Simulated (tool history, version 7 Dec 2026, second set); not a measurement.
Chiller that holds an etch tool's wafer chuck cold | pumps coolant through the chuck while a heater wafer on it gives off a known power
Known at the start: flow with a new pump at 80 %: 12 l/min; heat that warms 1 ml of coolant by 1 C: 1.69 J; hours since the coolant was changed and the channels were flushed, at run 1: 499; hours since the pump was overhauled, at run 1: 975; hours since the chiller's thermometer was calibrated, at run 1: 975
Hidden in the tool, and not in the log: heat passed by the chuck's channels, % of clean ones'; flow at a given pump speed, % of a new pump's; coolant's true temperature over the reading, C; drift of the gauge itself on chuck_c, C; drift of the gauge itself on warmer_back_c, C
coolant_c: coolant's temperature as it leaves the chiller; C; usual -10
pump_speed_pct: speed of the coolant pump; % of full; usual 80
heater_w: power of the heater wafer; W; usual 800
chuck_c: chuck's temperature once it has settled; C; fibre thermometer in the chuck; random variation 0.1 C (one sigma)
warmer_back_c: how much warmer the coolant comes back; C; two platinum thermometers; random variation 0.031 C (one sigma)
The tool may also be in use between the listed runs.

| run | hour | coolant_c | pump_speed_pct | heater_w | hours since the coolant was changed and the channels were flushed | hours since the pump was overhauled | hours since the chiller's thermometer was calibrated | chuck_c | warmer_back_c |
|---|---|---|---|---|---|---|---|---|---|
| 1 | 0 | -10 | 80 | 800 | 499 | 975 | 975 | -4.5 | 2.36 |
| 2 | 38.3 | -10 | 80 | 800 | 537 | 1013 | 1013 | -4.4 | 2.37 |
| 3 | 68.5 | -10 | 80 | 800 | 567 | 1043 | 1043 | -4.6 | 2.42 |
| 4 | 89.1 | -10 | 80 | 800 | 588 | 1064 | 1064 | -4.7 | 2.38 |
| 5 | 125.6 | -10 | 80 | 800 | 624 | 1100 | 1100 | -4.6 | 2.42 |
| 6 | 153.8 | -17 | 80 | 800 | 653 | 1128 | 1128 | -11.6 | 2.44 |
| 7 | 171 | -17 | 80 | 800 | 670 | 1146 | 1146 | -11.6 | 2.35 |
| 8 | 194.9 | -17 | 80 | 800 | 694 | 1169 | 1169 | -11.4 | 2.44 |
| 9 | 228.5 | -17 | 80 | 800 | 727 | 1203 | 1203 | -11.5 | 2.36 |
| 10 | 256.2 | -17 | 80 | 800 | 755 | 1231 | 1231 | -11.3 | 2.35 |
| 11 | 276 | -4 | 80 | 800 | 775 | 1251 | 1251 | 1.6 | 2.39 |
| 12 | 309.3 | -4 | 80 | 800 | 808 | 1284 | 1284 | 1.5 | 2.43 |
| 13 | 348.8 | -10 | 81 | 800 | 848 | 1323 | 1323 | -4.5 | 2.35 |
| 14 | 379.9 | -10 | 81 | 800 | 879 | 1355 | 1355 | -4.6 | 2.4 |
| 15 | 407.1 | -17 | 81 | 1080 | 906 | 1382 | 1382 | -9.7 | 3.22 |
| 16 | 428.6 | -17 | 81 | 1080 | 927 | 1403 | 1403 | -9.6 | 3.14 |
| 17 | 467.8 | -6 | 82 | 804 | 967 | 1442 | 1442 | -0.4 | 2.32 |
| 18 | 488.9 | -7 | 73 | 839 | 988 | 1464 | 1464 | -0.8 | 2.74 |
|  | 496.1 | coolant pump overhauled |
| 19 | 522.2 | -2 | 79 | 600 | 1016 | 26 | 1492 | 2.4 | 1.79 |
|  | 567.4 | coolant pump overhauled, once more |
| 20 | 569 | -7 | 73 | 1067 | 1058 | 2 | 1534 | 0.7 | 3.45 |
| 21 | 593.1 | -8 | 68 | 670 | 1082 | 26 | 1558 | -2.7 | 2.33 |
| 22 | 626.9 | -8 | 68 | 670 | 1116 | 60 | 1592 | -2.6 | 2.35 |
| 23 | 659.2 | -1 | 80 | 800 | 1148 | 92 | 1624 | 4.4 | 2.34 |
| 24 | 687.9 | -8 | 85 | 520 | 1177 | 120 | 1652 | -4.4 | 1.46 |
| 25 | 722.1 | -8 | 85 | 520 | 1211 | 155 | 1687 | -4.5 | 1.46 |
| 26 | 752.6 | -10 | 75 | 770 | 1241 | 185 | 1717 | -4.6 | 2.41 |
| 27 | 791.4 | -10 | 75 | 770 | 1280 | 224 | 1756 | -4.5 | 2.42 |

Measured less the same run without the tool's hidden state. The same run-to-run variation is in both; the gauge's scatter may not be:
| run | chuck_c |
|---|---|
| 1 | +0.3 |
| 2 | +0.3 |
| 3 | +0.3 |
| 4 | +0.2 |
| 5 | +0.3 |
| 6 | +0.3 |
| 7 | +0.3 |
| 8 | +0.3 |
| 9 | +0.3 |
| 10 | +0.3 |
| 11 | +0.3 |
| 12 | +0.3 |
| 13 | +0.4 |
| 14 | +0.4 |
| 15 | +0.4 |
| 16 | +0.4 |
| 17 | +0.4 |
| 18 | +0.4 |
| 19 | +0.4 |
| 20 | +0.4 |
| 21 | +0.3 |
| 22 | +0.4 |
| 23 | +0.4 |
| 24 | +0.3 |
| 25 | +0.3 |
| 26 | +0.4 |
| 27 | +0.4 |
warmer_back_c: within 0.03 C of the measured result in every run.
